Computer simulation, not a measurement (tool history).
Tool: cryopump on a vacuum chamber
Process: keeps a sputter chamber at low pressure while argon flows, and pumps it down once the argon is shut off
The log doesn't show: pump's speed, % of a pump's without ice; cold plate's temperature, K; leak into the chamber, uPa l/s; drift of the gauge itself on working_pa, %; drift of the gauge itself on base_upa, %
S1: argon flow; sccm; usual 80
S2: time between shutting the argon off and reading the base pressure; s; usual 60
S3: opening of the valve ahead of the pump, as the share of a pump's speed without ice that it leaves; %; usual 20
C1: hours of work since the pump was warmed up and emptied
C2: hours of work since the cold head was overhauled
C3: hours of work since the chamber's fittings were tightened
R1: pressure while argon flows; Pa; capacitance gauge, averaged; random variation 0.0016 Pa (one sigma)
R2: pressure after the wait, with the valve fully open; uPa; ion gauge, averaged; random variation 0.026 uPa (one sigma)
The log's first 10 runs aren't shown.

run	hour	S1	S2	S3	C1	C2	C3	R1	R2
11	146.5	80	60	20	165	165	1299	0.3877	1.67
12	156.8	80	60	20	173	173	1307	0.3883	1.68
13	170.1	80	60	20	184	184	1318	0.3906	1.74
14	180.3	80	60	20	192	192	1326	0.3893	1.7
15	193.6	80	60	20	203	203	1337	0.388	1.73
16	206.4	80	60	21	213	213	1347	0.3707	1.7
17	221.8	80	25	20	225	225	1360	0.3897	2.97
18	231.6	80	25	20	233	233	1367	0.3925	3.08
19	242.2	43	182	31	242	242	1376	0.1341	1.11
20	263.7	133	60	23	259	259	1393	0.5661	1.78
21	273.6	80	60	23	267	267	1401	0.3405	1.75
22	292	47	173	53	282	282	1416	0.0873	1.17
23	311.2	54	38	19	297	297	1431	0.2766	2.34
24	327.5	147	60	20	310	310	1444	0.7138	1.74
25	348.7	147	60	20	327	327	1462	0.7195	1.83
26	364.7	132	97	22	340	340	1474	0.5884	1.44
27	376.4	86	61	28	349	349	1484	0.2992	1.76
28	386.5	86	61	28	358	358	1492	0.3003	1.76
29	396.5	86	61	28	366	366	1500	0.3034	1.8
30	418	49	60	20	383	383	1517	0.2383	1.82
31	439.6	141	284	20	400	400	1535	0.6855	1.1
32	458.3	78	188	20	415	415	1550	0.3817	1.19
33	472.1	49	31	44	426	426	1561	0.1106	2.66
34	486.8	141	103	22	438	438	1572	0.6332	1.46
35	505.8	63	258	20	453	453	1588	0.3096	1.13

3 ways to go on from here, each from the tool as it stands after run 35. What would each give?
A	521.6	75	258	16	466	466	1600	?	?
B	521.6	86	49	29	466	466	1600	?	?
C	521.6	158	40	20	466	466	1600	?	?

run	R1	R2
A	0.4606	1.15
B	0.2907	2.03
C	0.7767	2.34
Without the tool's hidden state the same runs would have given:
run	R1	R2
A	0.4557	0.37
B	0.2851	1.26
C	0.7664	1.55

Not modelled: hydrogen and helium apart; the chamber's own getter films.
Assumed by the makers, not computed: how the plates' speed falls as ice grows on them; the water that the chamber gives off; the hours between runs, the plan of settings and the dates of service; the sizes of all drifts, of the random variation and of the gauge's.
